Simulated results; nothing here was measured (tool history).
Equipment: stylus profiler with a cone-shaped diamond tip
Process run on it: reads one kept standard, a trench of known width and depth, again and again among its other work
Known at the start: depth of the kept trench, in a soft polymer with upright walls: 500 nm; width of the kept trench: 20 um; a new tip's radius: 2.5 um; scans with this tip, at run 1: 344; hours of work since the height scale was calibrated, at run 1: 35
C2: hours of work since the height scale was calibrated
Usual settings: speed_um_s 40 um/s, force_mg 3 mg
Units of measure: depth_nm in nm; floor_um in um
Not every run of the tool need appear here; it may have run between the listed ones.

run 1 hour=0 | speed_um_s=40 force_mg=3 | scans_with_this_tip=344 C2=35 | depth_nm=510.17 floor_um=16.69
run 2 hour=118.1 | speed_um_s=40 force_mg=3 | scans_with_this_tip=1136 C2=115 | depth_nm=510.09 floor_um=16.65
run 3 hour=222.7 | speed_um_s=40 force_mg=3 | scans_with_this_tip=1838 C2=186 | depth_nm=509.59 floor_um=16.57
run 4 hour=296.7 | speed_um_s=40 force_mg=3 | scans_with_this_tip=2334 C2=236 | depth_nm=509.69 floor_um=16.53
run 5 hour=369.5 | speed_um_s=33 force_mg=3 | scans_with_this_tip=2823 C2=285 | depth_nm=509.46 floor_um=16.52
run 6 hour=493.2 | speed_um_s=33 force_mg=3 | scans_with_this_tip=3653 C2=369 | depth_nm=509.32 floor_um=16.38
run 7 hour=581.4 | speed_um_s=33 force_mg=3 | scans_with_this_tip=4244 C2=429 | depth_nm=509.26 floor_um=16.38
run 8 hour=639.6 | speed_um_s=40 force_mg=3 | scans_with_this_tip=4635 C2=468 | depth_nm=509.21 floor_um=16.31
run 9 hour=701.4 | speed_um_s=63 force_mg=3 | scans_with_this_tip=5050 C2=510 | depth_nm=508.89 floor_um=16.15
run 10 hour=821.5 | speed_um_s=63 force_mg=3 | scans_with_this_tip=5855 C2=592 | depth_nm=508.76 floor_um=16.04
run 11 hour=900.8 | speed_um_s=63 force_mg=3 | scans_with_this_tip=6387 C2=646 | depth_nm=508.68 floor_um=16
run 12 hour=1020.1 | speed_um_s=40 force_mg=3 | scans_with_this_tip=7188 C2=726 | depth_nm=508.43 floor_um=16.03
-- hour=1027.2 height scale calibrated on a step standard
run 13 hour=1081.7 | speed_um_s=40 force_mg=7.01 | scans_with_this_tip=7598 C2=37 | depth_nm=514.98 floor_um=16.05
run 14 hour=1177.9 | speed_um_s=40 force_mg=2.13 | scans_with_this_tip=8243 C2=102 | depth_nm=505.28 floor_um=15.96
run 15 hour=1304.4 | speed_um_s=40 force_mg=2.13 | scans_with_this_tip=9092 C2=188 | depth_nm=504.99 floor_um=15.89
-- hour=1329.1 height scale calibrated on a step standard, once more
run 16 hour=1367.2 | speed_um_s=40 force_mg=2.13 | scans_with_this_tip=9510 C2=26 | depth_nm=507.94 floor_um=15.73
run 17 hour=1434.6 | speed_um_s=69 force_mg=3 | scans_with_this_tip=9962 C2=72 | depth_nm=509.97 floor_um=15.59
run 18 hour=1518.7 | speed_um_s=69 force_mg=3 | scans_with_this_tip=10527 C2=129 | depth_nm=509.68 floor_um=15.66
run 19 hour=1579.5 | speed_um_s=40 force_mg=3 | scans_with_this_tip=10935 C2=170 | depth_nm=509.41 floor_um=15.7
run 20 hour=1687.6 | speed_um_s=40 force_mg=3 | scans_with_this_tip=11660 C2=243 | depth_nm=509.4 floor_um=15.62
run 21 hour=1770.3 | speed_um_s=40 force_mg=4.6 | scans_with_this_tip=12215 C2=299 | depth_nm=512.69 floor_um=15.71
run 22 hour=1881.6 | speed_um_s=40 force_mg=4.6 | scans_with_this_tip=12961 C2=375 | depth_nm=512.7 floor_um=15.56
run 23 hour=1953 | speed_um_s=40 force_mg=8.42 | scans_with_this_tip=13441 C2=423 | depth_nm=518.75 floor_um=15.59
run 24 hour=2014.4 | speed_um_s=40 force_mg=8.42 | scans_with_this_tip=13852 C2=465 | depth_nm=518.71 floor_um=15.57
run 25 hour=2112 | speed_um_s=40 force_mg=4.29 | scans_with_this_tip=14507 C2=531 | depth_nm=511.44 floor_um=15.46
run 26 hour=2182.7 | speed_um_s=120 force_mg=4.25 | scans_with_this_tip=14981 C2=579 | depth_nm=511.46 floor_um=15.1
run 27 hour=2253.1 | speed_um_s=40 force_mg=1.75 | scans_with_this_tip=15453 C2=626 | depth_nm=505.53 floor_um=15.34
run 28 hour=2365.3 | speed_um_s=40 force_mg=1.75 | scans_with_this_tip=16207 C2=703 | depth_nm=505.17 floor_um=15.19
run 29 hour=2495.7 | speed_um_s=25 force_mg=5.92 | scans_with_this_tip=17082 C2=791 | depth_nm=513.94 floor_um=15.36
run 30 hour=2618.8 | speed_um_s=13 force_mg=2.32 | scans_with_this_tip=17907 C2=874 | depth_nm=506.54 floor_um=15.24
-- hour=2640.1 height scale calibrated on a step standard
run 31 hour=2712.5 | speed_um_s=23 force_mg=1.65 | scans_with_this_tip=18533 C2=49 | depth_nm=506.5 floor_um=15.15
run 32 hour=2801.8 | speed_um_s=88 force_mg=1.65 | scans_with_this_tip=19132 C2=110 | depth_nm=506.53 floor_um=14.67
run 33 hour=2928.1 | speed_um_s=32 force_mg=2.15 | scans_with_this_tip=19979 C2=195 | depth_nm=507.37 floor_um=14.99
run 34 hour=3006.5 | speed_um_s=29 force_mg=3 | scans_with_this_tip=20505 C2=248 | depth_nm=509.35 floor_um=15.05
run 35 hour=3114.8 | speed_um_s=29 force_mg=1.83 | scans_with_this_tip=21232 C2=322 | depth_nm=506.11 floor_um=14.93
run 36 hour=3198.7 | speed_um_s=29 force_mg=1.83 | scans_with_this_tip=21794 C2=379 | depth_nm=506.01 floor_um=14.89
run 37 hour=3256.4 | speed_um_s=29 force_mg=1.83 | scans_with_this_tip=22182 C2=418 | depth_nm=506.31 floor_um=14.95
run 38 hour=3348.7 | speed_um_s=40 force_mg=2.4 | scans_with_this_tip=22801 C2=480 | depth_nm=507.4 floor_um=14.77
run 39 hour=3477.7 | speed_um_s=40 force_mg=2.4 | scans_with_this_tip=23666 C2=568 | depth_nm=506.98 floor_um=14.7
run 40 hour=3601.1 | speed_um_s=53 force_mg=8.91 | scans_with_this_tip=24495 C2=652 | depth_nm=519.23 floor_um=14.77
run 41 hour=3658.4 | speed_um_s=53 force_mg=8.91 | scans_with_this_tip=24879 C2=690 | depth_nm=518.9 floor_um=14.72
run 42 hour=3734.5 | speed_um_s=53 force_mg=8.91 | scans_with_this_tip=25390 C2=742 | depth_nm=518.77 floor_um=14.66
run 43 hour=3815.6 | speed_um_s=53 force_mg=8.91 | scans_with_this_tip=25933 C2=797 | depth_nm=518.68 floor_um=14.6
run 44 hour=3927.9 | speed_um_s=53 force_mg=3.53 | scans_with_this_tip=26687 C2=873 | depth_nm=508.93 floor_um=14.49

Alternative continuations, all from the tool just after run 44; predict every row:
-- hour=3950.9 height scale calibrated on a step standard
run A hour=4062 | speed_um_s=40 force_mg=4.17 | scans_with_this_tip=27583 C2=75 | depth_nm=? floor_um=?
-- hour=3950.9 height scale calibrated on a step standard
run B hour=4062 | speed_um_s=49 force_mg=3.53 | scans_with_this_tip=27583 C2=75 | depth_nm=? floor_um=?
-- hour=3950.9 height scale calibrated on a step standard
run C hour=4062 | speed_um_s=151 force_mg=3.21 | scans_with_this_tip=27583 C2=75 | depth_nm=? floor_um=?

run=A depth_nm=512.21 floor_um=14.54
run=B depth_nm=510.97 floor_um=14.52
run=C depth_nm=510.36 floor_um=13.99
Had the tool no hidden state, the same runs would have come out as:
run=A depth_nm=512.43 floor_um=16.85
run=B depth_nm=511.19 floor_um=16.82
run=C depth_nm=510.58 floor_um=16.29
